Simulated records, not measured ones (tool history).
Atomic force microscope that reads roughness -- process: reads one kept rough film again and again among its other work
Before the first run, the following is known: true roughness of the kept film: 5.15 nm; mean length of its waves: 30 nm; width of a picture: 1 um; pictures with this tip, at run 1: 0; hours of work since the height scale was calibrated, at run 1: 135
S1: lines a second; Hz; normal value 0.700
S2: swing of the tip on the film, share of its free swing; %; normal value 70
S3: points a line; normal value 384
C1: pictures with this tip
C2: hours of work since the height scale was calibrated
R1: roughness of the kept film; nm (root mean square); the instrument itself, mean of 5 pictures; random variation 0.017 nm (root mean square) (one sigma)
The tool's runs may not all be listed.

Run 1, hour 0.0: usual settings; C1 0; C2 135. Result: R1 4.069 nm (root mean square).
Run 2, hour 72.9: usual settings; C1 78; C2 177. Result: R1 4.074 nm (root mean square).
Run 3, hour 153.8: usual settings but S3 704; C1 165; C2 223. Result: R1 4.081 nm (root mean square).
Run 4, hour 214.9: usual settings but S3 704; C1 230; C2 258. Result: R1 4.084 nm (root mean square).
Run 5, hour 269.0: usual settings but S3 464; C1 288; C2 289. Result: R1 4.067 nm (root mean square).
Run 6, hour 336.7: usual settings but S2 71 %; C1 361; C2 327. Result: R1 4.035 nm (root mean square).
At hour 354.2: new tip fitted.
Run 7, hour 404.0: usual settings but S2 71 %; C1 53; C2 365. Result: R1 4.044 nm (root mean square).
Run 8, hour 437.6: usual settings but S2 71 %; C1 89; C2 385. Result: R1 4.034 nm (root mean square).
Run 9, hour 495.2: usual settings but S3 649; C1 151; C2 418. Result: R1 4.089 nm (root mean square).
Run 10, hour 566.9: usual settings but S3 649; C1 228; C2 458. Result: R1 4.058 nm (root mean square).
Run 11, hour 616.0: usual settings but S3 751; C1 280; C2 486. Result: R1 4.075 nm (root mean square).
Run 12, hour 674.2: usual settings but S3 751; C1 343; C2 520. Result: R1 4.032 nm (root mean square).
At hour 706.7: new tip fitted.
Run 13, hour 742.0: usual settings but S3 751; C1 38; C2 558. Result: R1 4.061 nm (root mean square).
Run 14, hour 805.5: usual settings but S2 71 %, S3 751; C1 106; C2 594. Result: R1 4.075 nm (root mean square).
Run 15, hour 859.9: usual settings but S2 71 %, S3 751; C1 164; C2 625. Result: R1 4.100 nm (root mean square).
Run 16, hour 898.1: usual settings but S2 71 %, S3 751; C1 205; C2 647. Result: R1 4.079 nm (root mean square).
Run 17, hour 957.5: usual settings but S2 71 %, S3 751; C1 269; C2 681. Result: R1 4.058 nm (root mean square).
Run 18, hour 1008.7: usual settings; C1 324; C2 710. Result: R1 4.034 nm (root mean square).
At hour 1063.5: new tip fitted.
Run 19, hour 1088.0: usual settings; C1 26; C2 755. Result: R1 4.049 nm (root mean square).
Run 20, hour 1145.9: usual settings but S3 755; C1 88; C2 788. Result: R1 4.081 nm (root mean square).
Run 21, hour 1185.9: usual settings but S1 1.594 Hz, S3 755; C1 131; C2 811. Result: R1 3.935 nm (root mean square).
Run 22, hour 1221.2: usual settings but S3 556; C1 169; C2 831. Result: R1 4.056 nm (root mean square).
Run 23, hour 1278.0: usual settings but S1 1.284 Hz, S2 84 %, S3 556; C1 230; C2 863. Result: R1 3.791 nm (root mean square).
Run 24, hour 1312.3: usual settings but S1 0.798 Hz, S2 86 %, S3 434; C1 267; C2 883. Result: R1 3.884 nm (root mean square).
Run 25, hour 1352.5: usual settings but S1 1.784 Hz, S2 65 %, S3 804; C1 310; C2 906. Result: R1 3.956 nm (root mean square).
Run 26, hour 1413.3: usual settings but S2 58 %, S3 592; C1 375; C2 940. Result: R1 4.116 nm (root mean square).
At hour 1421.0: new tip fitted.
Run 27, hour 1447.5: usual settings but S1 1.555 Hz; C1 28; C2 960. Result: R1 3.958 nm (root mean square).
Run 28, hour 1488.5: usual settings but S1 1.555 Hz; C1 72; C2 983. Result: R1 3.902 nm (root mean square).
Run 29, hour 1530.0: usual settings but S1 1.555 Hz; C1 116; C2 1007. Result: R1 3.921 nm (root mean square).
Run 30, hour 1592.4: usual settings but S1 1.555 Hz, S2 59 %; C1 183; C2 1042. Result: R1 4.041 nm (root mean square).
Run 31, hour 1643.2: usual settings but S1 0.841 Hz, S2 74 %; C1 238; C2 1071. Result: R1 3.993 nm (root mean square).
Run 32, hour 1687.3: usual settings but S1 0.841 Hz, S2 66 %; C1 285; C2 1096. Result: R1 4.034 nm (root mean square).
Run 33, hour 1740.5: usual settings but S2 61 %; C1 342; C2 1127. Result: R1 4.112 nm (root mean square).
At hour 1778.0: new tip fitted.
Run 34, hour 1802.9: usual settings but S1 1.034 Hz, S2 60 %, S3 542; C1 26; C2 1162. Result: R1 4.109 nm (root mean square).
Run 35, hour 1855.7: usual settings but S1 1.128 Hz, S2 60 %, S3 992; C1 83; C2 1192. Result: R1 4.104 nm (root mean square).
Run 36, hour 1908.6: usual settings but S1 2.963 Hz, S2 76 %, S3 1001; C1 140; C2 1222. Result: R1 3.581 nm (root mean square).
Run 37, hour 1976.7: usual settings but S1 2.963 Hz, S2 76 %, S3 1001; C1 213; C2 1261. Result: R1 3.617 nm (root mean square).
Run 38, hour 2023.9: usual settings but S1 1.223 Hz, S2 76 %, S3 1001; C1 263; C2 1288. Result: R1 3.911 nm (root mean square).
Run 39, hour 2058.2: usual settings but S1 1.659 Hz, S3 760; C1 300; C2 1308. Result: R1 3.923 nm (root mean square).
Run 40, hour 2128.9: usual settings but S1 1.659 Hz, S3 760; C1 376; C2 1348. Result: R1 3.924 nm (root mean square).

Estimate the outcome of run 41 from the log above:
At hour 2133.4: new tip fitted.
Run 41, hour 2187.5: usual settings but S1 1.659 Hz, S3 760; C1 58; C2 1381. Result: R1 ?.

{"run 41": {"R1": 3.93}}
With no hidden state in the tool, this same run would have given R1 3.933 nm (root mean square).
